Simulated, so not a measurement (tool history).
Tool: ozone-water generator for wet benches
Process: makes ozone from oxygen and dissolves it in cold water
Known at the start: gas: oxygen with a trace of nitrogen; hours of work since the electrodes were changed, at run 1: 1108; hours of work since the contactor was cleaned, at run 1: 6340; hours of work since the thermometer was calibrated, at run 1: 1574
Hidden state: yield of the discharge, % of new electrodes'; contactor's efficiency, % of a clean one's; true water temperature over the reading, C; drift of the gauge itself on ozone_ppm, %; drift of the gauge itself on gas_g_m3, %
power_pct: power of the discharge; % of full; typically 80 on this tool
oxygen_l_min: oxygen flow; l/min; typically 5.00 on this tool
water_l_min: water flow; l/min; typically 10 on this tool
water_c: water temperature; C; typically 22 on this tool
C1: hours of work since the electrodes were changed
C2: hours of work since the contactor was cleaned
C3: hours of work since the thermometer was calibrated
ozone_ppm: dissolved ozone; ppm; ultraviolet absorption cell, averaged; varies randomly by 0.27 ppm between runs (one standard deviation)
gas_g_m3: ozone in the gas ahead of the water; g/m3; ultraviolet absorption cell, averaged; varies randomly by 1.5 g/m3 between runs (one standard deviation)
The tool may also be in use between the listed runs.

{"run": 1, "hour": 0.0, "power_pct": 80, "oxygen_l_min": 5.0, "water_l_min": 10, "water_c": 22, "C1": 1108, "C2": 6340, "C3": 1574, "ozone_ppm": 41.5, "gas_g_m3": 272.1}
{"run": 2, "hour": 38.4, "power_pct": 80, "oxygen_l_min": 5.0, "water_l_min": 10, "water_c": 22, "C1": 1144, "C2": 6375, "C3": 1610, "ozone_ppm": 41.3, "gas_g_m3": 272.9}
{"run": 3, "hour": 61.9, "power_pct": 80, "oxygen_l_min": 5.0, "water_l_min": 10, "water_c": 22, "C1": 1165, "C2": 6397, "C3": 1632, "ozone_ppm": 41.1, "gas_g_m3": 274.0}
{"run": 4, "hour": 87.2, "power_pct": 80, "oxygen_l_min": 5.0, "water_l_min": 10, "water_c": 22, "C1": 1189, "C2": 6420, "C3": 1655, "ozone_ppm": 41.8, "gas_g_m3": 273.9}
{"run": 5, "hour": 118.4, "power_pct": 80, "oxygen_l_min": 5.0, "water_l_min": 10, "water_c": 22, "C1": 1217, "C2": 6449, "C3": 1684, "ozone_ppm": 41.6, "gas_g_m3": 275.4}
{"run": 6, "hour": 161.9, "power_pct": 80, "oxygen_l_min": 5.0, "water_l_min": 10, "water_c": 22, "C1": 1258, "C2": 6489, "C3": 1724, "ozone_ppm": 41.1, "gas_g_m3": 274.1}
{"run": 7, "hour": 202.4, "power_pct": 80, "oxygen_l_min": 5.0, "water_l_min": 10, "water_c": 22, "C1": 1295, "C2": 6527, "C3": 1761, "ozone_ppm": 41.0, "gas_g_m3": 275.1}
{"run": 8, "hour": 223.3, "power_pct": 80, "oxygen_l_min": 5.0, "water_l_min": 10, "water_c": 22, "C1": 1314, "C2": 6546, "C3": 1781, "ozone_ppm": 41.3, "gas_g_m3": 275.0}
{"run": 9, "hour": 269.7, "power_pct": 80, "oxygen_l_min": 5.0, "water_l_min": 10, "water_c": 22, "C1": 1357, "C2": 6589, "C3": 1823, "ozone_ppm": 41.3, "gas_g_m3": 274.9}
{"run": 10, "hour": 307.8, "power_pct": 80, "oxygen_l_min": 5.0, "water_l_min": 10, "water_c": 22, "C1": 1392, "C2": 6624, "C3": 1859, "ozone_ppm": 41.4, "gas_g_m3": 272.2}
{"run": 11, "hour": 342.1, "power_pct": 80, "oxygen_l_min": 5.0, "water_l_min": 10, "water_c": 22, "C1": 1424, "C2": 6656, "C3": 1890, "ozone_ppm": 41.1, "gas_g_m3": 272.6}
{"run": 12, "hour": 380.4, "power_pct": 80, "oxygen_l_min": 5.0, "water_l_min": 10, "water_c": 22, "C1": 1459, "C2": 6691, "C3": 1926, "ozone_ppm": 40.9, "gas_g_m3": 273.8}
{"run": 13, "hour": 405.0, "power_pct": 68, "oxygen_l_min": 5.0, "water_l_min": 10, "water_c": 22, "C1": 1482, "C2": 6714, "C3": 1948, "ozone_ppm": 38.1, "gas_g_m3": 251.6}
{"run": 14, "hour": 444.7, "power_pct": 71, "oxygen_l_min": 5.0, "water_l_min": 10, "water_c": 22, "C1": 1519, "C2": 6750, "C3": 1985, "ozone_ppm": 39.0, "gas_g_m3": 257.4}
{"run": 15, "hour": 488.4, "power_pct": 80, "oxygen_l_min": 5.0, "water_l_min": 10, "water_c": 22, "C1": 1559, "C2": 6791, "C3": 2026, "ozone_ppm": 40.9, "gas_g_m3": 274.3}
{"run": 16, "hour": 518.1, "power_pct": 80, "oxygen_l_min": 3.56, "water_l_min": 10, "water_c": 22, "C1": 1587, "C2": 6818, "C3": 2053, "ozone_ppm": 41.1, "gas_g_m3": 316.4}
{"run": 17, "hour": 563.1, "power_pct": 80, "oxygen_l_min": 5.0, "water_l_min": 10, "water_c": 22, "C1": 1628, "C2": 6860, "C3": 2095, "ozone_ppm": 41.6, "gas_g_m3": 274.6}
{"run": 18, "hour": 603.3, "power_pct": 80, "oxygen_l_min": 5.0, "water_l_min": 10, "water_c": 22, "C1": 1665, "C2": 6897, "C3": 2132, "ozone_ppm": 41.3, "gas_g_m3": 274.4}
{"run": 19, "hour": 646.0, "power_pct": 80, "oxygen_l_min": 5.0, "water_l_min": 10, "water_c": 22, "C1": 1705, "C2": 6936, "C3": 2171, "ozone_ppm": 41.3, "gas_g_m3": 274.8}
{"run": 20, "hour": 680.4, "power_pct": 80, "oxygen_l_min": 5.0, "water_l_min": 10, "water_c": 22, "C1": 1736, "C2": 6968, "C3": 2203, "ozone_ppm": 41.1, "gas_g_m3": 273.0}
{"run": 21, "hour": 725.8, "power_pct": 80, "oxygen_l_min": 5.0, "water_l_min": 10, "water_c": 25, "C1": 1778, "C2": 7010, "C3": 2245, "ozone_ppm": 38.4, "gas_g_m3": 274.5}
{"run": 22, "hour": 759.6, "power_pct": 80, "oxygen_l_min": 5.0, "water_l_min": 10, "water_c": 25, "C1": 1810, "C2": 7041, "C3": 2276, "ozone_ppm": 38.6, "gas_g_m3": 275.3}
{"run": 23, "hour": 797.2, "power_pct": 80, "oxygen_l_min": 5.0, "water_l_min": 10, "water_c": 25, "C1": 1844, "C2": 7076, "C3": 2311, "ozone_ppm": 38.7, "gas_g_m3": 274.2}
{"run": 24, "hour": 843.3, "power_pct": 80, "oxygen_l_min": 5.0, "water_l_min": 10, "water_c": 25, "C1": 1887, "C2": 7119, "C3": 2353, "ozone_ppm": 38.5, "gas_g_m3": 273.6}
{"run": 25, "hour": 878.5, "power_pct": 41, "oxygen_l_min": 6.54, "water_l_min": 15, "water_c": 20, "C1": 1919, "C2": 7151, "C3": 2386, "ozone_ppm": 24.1, "gas_g_m3": 172.2}
{"run": 26, "hour": 899.5, "power_pct": 41, "oxygen_l_min": 6.54, "water_l_min": 15, "water_c": 20, "C1": 1939, "C2": 7170, "C3": 2405, "ozone_ppm": 24.1, "gas_g_m3": 173.9}
{"run": 27, "hour": 944.1, "power_pct": 41, "oxygen_l_min": 6.54, "water_l_min": 15, "water_c": 20, "C1": 1980, "C2": 7212, "C3": 2446, "ozone_ppm": 24.2, "gas_g_m3": 172.6}
{"run": 28, "hour": 980.5, "power_pct": 85, "oxygen_l_min": 3.05, "water_l_min": 10, "water_c": 22, "C1": 2014, "C2": 7245, "C3": 2480, "ozone_ppm": 42.2, "gas_g_m3": 347.5}
{"run": 29, "hour": 1002.6, "power_pct": 85, "oxygen_l_min": 3.05, "water_l_min": 10, "water_c": 22, "C1": 2034, "C2": 7266, "C3": 2500, "ozone_ppm": 42.3, "gas_g_m3": 344.7}
{"run": 30, "hour": 1025.0, "power_pct": 80, "oxygen_l_min": 5.69, "water_l_min": 10, "water_c": 17, "C1": 2055, "C2": 7286, "C3": 2521, "ozone_ppm": 45.1, "gas_g_m3": 257.8}
{"run": 31, "hour": 1048.7, "power_pct": 80, "oxygen_l_min": 5.0, "water_l_min": 6, "water_c": 22, "C1": 2077, "C2": 7308, "C3": 2543, "ozone_ppm": 50.5, "gas_g_m3": 275.3}
{"run": 32, "hour": 1078.7, "power_pct": 43, "oxygen_l_min": 6.73, "water_l_min": 12, "water_c": 22, "C1": 2104, "C2": 7336, "C3": 2571, "ozone_ppm": 26.7, "gas_g_m3": 173.9}
{"run": 33, "hour": 1101.0, "power_pct": 43, "oxygen_l_min": 8.79, "water_l_min": 9, "water_c": 18, "C1": 2125, "C2": 7357, "C3": 2591, "ozone_ppm": 32.0, "gas_g_m3": 157.0}
{"run": 34, "hour": 1132.6, "power_pct": 80, "oxygen_l_min": 5.0, "water_l_min": 10, "water_c": 22, "C1": 2154, "C2": 7386, "C3": 2620, "ozone_ppm": 41.4, "gas_g_m3": 273.7}

Branching from run 34: 3 alternative next runs. What would each branch give?
{"run": "A", "hour": 1161.6, "power_pct": 69, "oxygen_l_min": 3.57, "water_l_min": 14, "water_c": 22, "C1": 2181, "C2": 7413, "C3": 2647, "ozone_ppm": "?", "gas_g_m3": "?"}
{"run": "B", "hour": 1161.6, "power_pct": 44, "oxygen_l_min": 5.0, "water_l_min": 10, "water_c": 22, "C1": 2181, "C2": 7413, "C3": 2647, "ozone_ppm": "?", "gas_g_m3": "?"}
{"run": "C", "hour": 1161.6, "power_pct": 87, "oxygen_l_min": 5.0, "water_l_min": 11, "water_c": 22, "C1": 2181, "C2": 7413, "C3": 2647, "ozone_ppm": "?", "gas_g_m3": "?"}

run=A ozone_ppm=30.8 gas_g_m3=287.9
run=B ozone_ppm=30.2 gas_g_m3=200.4
run=C ozone_ppm=41.4 gas_g_m3=285.9
Stripped of hidden state, with their random variation kept, the same runs would have yielded:
run=A ozone_ppm=30.8 gas_g_m3=288.1
run=B ozone_ppm=30.2 gas_g_m3=200.5
run=C ozone_ppm=41.5 gas_g_m3=286.2

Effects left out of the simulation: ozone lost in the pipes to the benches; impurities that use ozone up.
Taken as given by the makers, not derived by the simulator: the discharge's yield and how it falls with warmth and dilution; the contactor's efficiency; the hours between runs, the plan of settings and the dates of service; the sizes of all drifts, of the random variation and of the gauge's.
